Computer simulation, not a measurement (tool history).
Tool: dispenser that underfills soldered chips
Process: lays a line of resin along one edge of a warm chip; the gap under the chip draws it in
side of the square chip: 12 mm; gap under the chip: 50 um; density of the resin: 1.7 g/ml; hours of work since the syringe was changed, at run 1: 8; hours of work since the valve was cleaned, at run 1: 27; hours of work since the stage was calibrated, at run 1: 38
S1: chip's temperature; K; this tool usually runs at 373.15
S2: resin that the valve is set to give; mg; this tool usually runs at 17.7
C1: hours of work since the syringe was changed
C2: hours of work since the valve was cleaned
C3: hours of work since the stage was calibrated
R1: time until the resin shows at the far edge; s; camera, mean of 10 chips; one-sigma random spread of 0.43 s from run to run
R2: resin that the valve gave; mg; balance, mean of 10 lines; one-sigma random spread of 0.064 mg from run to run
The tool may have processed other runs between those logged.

run	hour	S1	S2	C1	C2	C3	R1	R2
1	0	373.15	17.7	8	27	38	42	17.48
# hour 1.2: new syringe of resin
2	8.3	373.15	17.7	6	33	44	37.7	17.42
# hour 13.5: new syringe of resin
3	19.6	373.15	17.7	5	42	53	37.3	17.28
# hour 24.6: new syringe of resin
# hour 35.8: new syringe of resin
4	35.8	373.15	19.1	0	55	65	30	18.59
# hour 47.5: new syringe of resin
5	50	373.15	19.1	2	66	76	31.9	18.52
# hour 59.5: new syringe of resin
6	59.5	373.15	19.1	0	73	84	29.3	18.42
# hour 71: new syringe of resin
7	73.3	373.15	17.7	2	84	95	32.4	17.02
# hour 82.1: new syringe of resin
8	84	373.15	17.7	1	92	103	32.4	16.86
9	92.3	373.15	17.7	8	99	110	41.8	16.82
# hour 93.8: new syringe of resin
10	103.7	373.15	17.7	8	108	118	40.9	16.86
# hour 105.4: new syringe of resin
11	111.7	373.15	17.7	5	114	125	36.5	16.69
# hour 116.4: new syringe of resin
12	119.7	373.15	17.7	3	120	131	33.1	16.61
# hour 127.6: new syringe of resin
13	131.5	373.15	17.7	3	129	140	33.9	16.52
# hour 137.3: dispensing valve cleaned and set on the balance
# hour 140.1: new syringe of resin
14	146.2	373.15	17.7	5	7	151	35.9	17.62
# hour 152.1: new syringe of resin
15	153.2	373.15	17.7	1	12	156	30.3	17.56
16	162.4	373.15	17.7	8	20	163	40.3	17.47
# hour 163.6: new syringe of resin
17	169.6	373.15	17.7	5	25	169	35.7	17.42
# hour 174.8: new syringe of resin
18	177.1	373.15	17.7	2	31	175	31.3	17.44
# hour 187.1: new syringe of resin
19	189.2	370.15	17.7	2	40	184	35.1	17.39
# hour 199.1: new syringe of resin
20	201.3	386.15	19.8	2	50	193	21	19.24
# hour 211.5: new syringe of resin
21	211.8	364.15	18.1	0	58	202	39.4	17.57
# hour 223: new syringe of resin
22	223	364.15	18.1	0	67	210	39.5	17.53
23	231.2	360.15	18.9	7	73	217	58.8	18.31
# hour 234.5: new syringe of resin
24	240.1	360.15	18.9	4	80	224	54.3	18.2
# hour 246.1: new syringe of resin
25	249.9	370.15	20.3	3	88	231	35.5	19.37
# hour 257.6: new syringe of resin
26	264.7	360.15	19.6	6	99	243	54.8	18.78
# hour 268.8: new syringe of resin
27	274.8	360.15	19.6	5	107	251	52.7	18.53
# hour 280.7: new syringe of resin
28	286.1	377.15	19.6	4	116	259	29.8	18.38
# hour 292.3: new syringe of resin
29	300.5	377.15	19.6	7	127	271	33.8	18.38
# hour 304: new syringe of resin
# hour 308.8: dispensing valve cleaned and set on the balance
30	313.5	371.15	20.9	7	4	280	39.3	20.84

For each entry between runs, how does the tool's hidden state at the last listed run before it compare with that at the first listed run after it?
Runs 1 to 2: new syringe of resin (hour 1.2)
  resin's viscosity, % of fresh resin's: 139 -> 125.9; dose that the valve gives, % of what is set: 98.79 -> 98.48; true chip temperature over the reading, C: 0.56 -> 0.6
  measured value less the no-hidden-state value, R1: +11.4 -> +7.3 s; R2: -0.21 -> -0.27 mg
Runs 2 to 3: new syringe of resin (hour 13.5)
  resin's viscosity, % of fresh resin's: 125.9 -> 121.8; dose that the valve gives, % of what is set: 98.48 -> 98.03; true chip temperature over the reading, C: 0.6 -> 0.66
  measured value less the no-hidden-state value, R1: +7.3 -> +6.2 s; R2: -0.27 -> -0.35 mg
Runs 3 to 4: new syringe of resin (hour 24.6); new syringe of resin (hour 35.8)
  resin's viscosity, % of fresh resin's: 121.8 -> 99.3; dose that the valve gives, % of what is set: 98.03 -> 97.43; true chip temperature over the reading, C: 0.66 -> 0.75
  measured value less the no-hidden-state value, R1: +6.2 -> -0.8 s; R2: -0.35 -> -0.49 mg
Runs 4 to 5: new syringe of resin (hour 47.5)
  resin's viscosity, % of fresh resin's: 99.3 -> 107.2; dose that the valve gives, % of what is set: 97.43 -> 96.86; true chip temperature over the reading, C: 0.75 -> 0.82
  measured value less the no-hidden-state value, R1: -0.8 -> +1.5 s; R2: -0.49 -> -0.6 mg
Runs 5 to 6: new syringe of resin (hour 59.5)
  resin's viscosity, % of fresh resin's: 107.2 -> 99.7; dose that the valve gives, % of what is set: 96.86 -> 96.47; true chip temperature over the reading, C: 0.82 -> 0.87
  measured value less the no-hidden-state value, R1: +1.5 -> -0.8 s; R2: -0.6 -> -0.67 mg
Runs 6 to 7: new syringe of resin (hour 71)
  resin's viscosity, % of fresh resin's: 99.7 -> 106.6; dose that the valve gives, % of what is set: 96.47 -> 95.94; true chip temperature over the reading, C: 0.87 -> 0.94
  measured value less the no-hidden-state value, R1: -0.8 -> +1.4 s; R2: -0.67 -> -0.72 mg
Runs 7 to 8: new syringe of resin (hour 82.1)
  resin's viscosity, % of fresh resin's: 106.6 -> 106.1; dose that the valve gives, % of what is set: 95.94 -> 95.52; true chip temperature over the reading, C: 0.94 -> 1
  measured value less the no-hidden-state value, R1: +1.4 -> +1.2 s; R2: -0.72 -> -0.79 mg
Runs 9 to 10: new syringe of resin (hour 93.8)
  resin's viscosity, % of fresh resin's: 139.4 -> 137.2; dose that the valve gives, % of what is set: 95.21 -> 94.8; true chip temperature over the reading, C: 1.05 -> 1.1
  measured value less the no-hidden-state value, R1: +11.1 -> +10.5 s; R2: -0.85 -> -0.93 mg
Runs 10 to 11: new syringe of resin (hour 105.4)
  resin's viscosity, % of fresh resin's: 137.2 -> 124.2; dose that the valve gives, % of what is set: 94.8 -> 94.51; true chip temperature over the reading, C: 1.1 -> 1.14
  measured value less the no-hidden-state value, R1: +10.5 -> +6.5 s; R2: -0.93 -> -0.97 mg
Runs 11 to 12: new syringe of resin (hour 116.4)
  resin's viscosity, % of fresh resin's: 124.2 -> 111.1; dose that the valve gives, % of what is set: 94.51 -> 94.19; true chip temperature over the reading, C: 1.14 -> 1.19
  measured value less the no-hidden-state value, R1: +6.5 -> +2.6 s; R2: -0.97 -> -1.02 mg
Runs 12 to 13: new syringe of resin (hour 127.6)
  resin's viscosity, % of fresh resin's: 111.1 -> 113.6; dose that the valve gives, % of what is set: 94.19 -> 93.74; true chip temperature over the reading, C: 1.19 -> 1.25
  measured value less the no-hidden-state value, R1: +2.6 -> +3.4 s; R2: -1.02 -> -1.11 mg
Runs 13 to 14: dispensing valve cleaned and set on the balance (hour 137.3); new syringe of resin (hour 140.1)
  resin's viscosity, % of fresh resin's: 113.6 -> 121.8; dose that the valve gives, % of what is set: 93.74 -> 99.57; true chip temperature over the reading, C: 1.25 -> 1.32
  measured value less the no-hidden-state value, R1: +3.4 -> +5.2 s; R2: -1.11 -> -0.08 mg
Runs 14 to 15: new syringe of resin (hour 152.1)
  resin's viscosity, % of fresh resin's: 121.8 -> 102.3; dose that the valve gives, % of what is set: 99.57 -> 99.33; true chip temperature over the reading, C: 1.32 -> 1.36
  measured value less the no-hidden-state value, R1: +5.2 -> -0.6 s; R2: -0.08 -> -0.12 mg
Runs 16 to 17: new syringe of resin (hour 163.6)
  resin's viscosity, % of fresh resin's: 138.1 -> 122.2; dose that the valve gives, % of what is set: 98.93 -> 98.68; true chip temperature over the reading, C: 1.41 -> 1.44
  measured value less the no-hidden-state value, R1: +9.9 -> +5.2 s; R2: -0.19 -> -0.24 mg
Runs 17 to 18: new syringe of resin (hour 174.8)
  resin's viscosity, % of fresh resin's: 122.2 -> 107.9; dose that the valve gives, % of what is set: 98.68 -> 98.41; true chip temperature over the reading, C: 1.44 -> 1.48
  measured value less the no-hidden-state value, R1: +5.2 -> +1 s; R2: -0.24 -> -0.28 mg
Runs 18 to 19: new syringe of resin (hour 187.1)
  resin's viscosity, % of fresh resin's: 107.9 -> 108.1; dose that the valve gives, % of what is set: 98.41 -> 97.93; true chip temperature over the reading, C: 1.48 -> 1.55
  measured value less the no-hidden-state value, R1: +1 -> +1.1 s; R2: -0.28 -> -0.37 mg
Runs 19 to 20: new syringe of resin (hour 199.1)
  resin's viscosity, % of fresh resin's: 108.1 -> 106.2; dose that the valve gives, % of what is set: 97.93 -> 97.47; true chip temperature over the reading, C: 1.55 -> 1.61
  measured value less the no-hidden-state value, R1: +1.1 -> +0.3 s; R2: -0.37 -> -0.5 mg
Runs 20 to 21: new syringe of resin (hour 211.5)
  resin's viscosity, % of fresh resin's: 106.2 -> 99.8; dose that the valve gives, % of what is set: 97.47 -> 97.04; true chip temperature over the reading, C: 1.61 -> 1.66
  measured value less the no-hidden-state value, R1: +0.3 -> -2.1 s; R2: -0.5 -> -0.53 mg
Runs 21 to 22: new syringe of resin (hour 223)
  resin's viscosity, % of fresh resin's: 99.8 -> 101; dose that the valve gives, % of what is set: 97.04 -> 96.6; true chip temperature over the reading, C: 1.66 -> 1.72
  measured value less the no-hidden-state value, R1: -2.1 -> -1.7 s; R2: -0.53 -> -0.61 mg
Runs 23 to 24: new syringe of resin (hour 234.5)
  resin's viscosity, % of fresh resin's: 132.1 -> 122.9; dose that the valve gives, % of what is set: 96.3 -> 96; true chip temperature over the reading, C: 1.76 -> 1.81
  measured value less the no-hidden-state value, R1: +11.9 -> +7.7 s; R2: -0.7 -> -0.76 mg
Runs 24 to 25: new syringe of resin (hour 246.1)
  resin's viscosity, % of fresh resin's: 122.9 -> 114.7; dose that the valve gives, % of what is set: 96 -> 95.67; true chip temperature over the reading, C: 1.81 -> 1.86
  measured value less the no-hidden-state value, R1: +7.7 -> +2.8 s; R2: -0.76 -> -0.88 mg
Runs 25 to 26: new syringe of resin (hour 257.6)
  resin's viscosity, % of fresh resin's: 114.7 -> 124.9; dose that the valve gives, % of what is set: 95.67 -> 95.08; true chip temperature over the reading, C: 1.86 -> 1.94
  measured value less the no-hidden-state value, R1: +2.8 -> +8.3 s; R2: -0.88 -> -0.97 mg
Runs 26 to 27: new syringe of resin (hour 268.8)
  resin's viscosity, % of fresh resin's: 124.9 -> 122.3; dose that the valve gives, % of what is set: 95.08 -> 94.71; true chip temperature over the reading, C: 1.94 -> 1.99
  measured value less the no-hidden-state value, R1: +8.3 -> +7 s; R2: -0.97 -> -1.04 mg
Runs 27 to 28: new syringe of resin (hour 280.7)
  resin's viscosity, % of fresh resin's: 122.3 -> 119.1; dose that the valve gives, % of what is set: 94.71 -> 94.26; true chip temperature over the reading, C: 1.99 -> 2.05
  measured value less the no-hidden-state value, R1: +7 -> +3.4 s; R2: -1.04 -> -1.12 mg
Runs 28 to 29: new syringe of resin (hour 292.3)
  resin's viscosity, % of fresh resin's: 119.1 -> 133.8; dose that the valve gives, % of what is set: 94.26 -> 93.74; true chip temperature over the reading, C: 2.05 -> 2.13
  measured value less the no-hidden-state value, R1: +3.4 -> +7 s; R2: -1.12 -> -1.23 mg
Runs 29 to 30: new syringe of resin (hour 304); dispensing valve cleaned and set on the balance (hour 308.8)
  resin's viscosity, % of fresh resin's: 133.8 -> 133.1; dose that the valve gives, % of what is set: 93.74 -> 99.66; true chip temperature over the reading, C: 2.13 -> 2.19
  measured value less the no-hidden-state value, R1: +7 -> +7.7 s; R2: -1.23 -> -0.07 mg

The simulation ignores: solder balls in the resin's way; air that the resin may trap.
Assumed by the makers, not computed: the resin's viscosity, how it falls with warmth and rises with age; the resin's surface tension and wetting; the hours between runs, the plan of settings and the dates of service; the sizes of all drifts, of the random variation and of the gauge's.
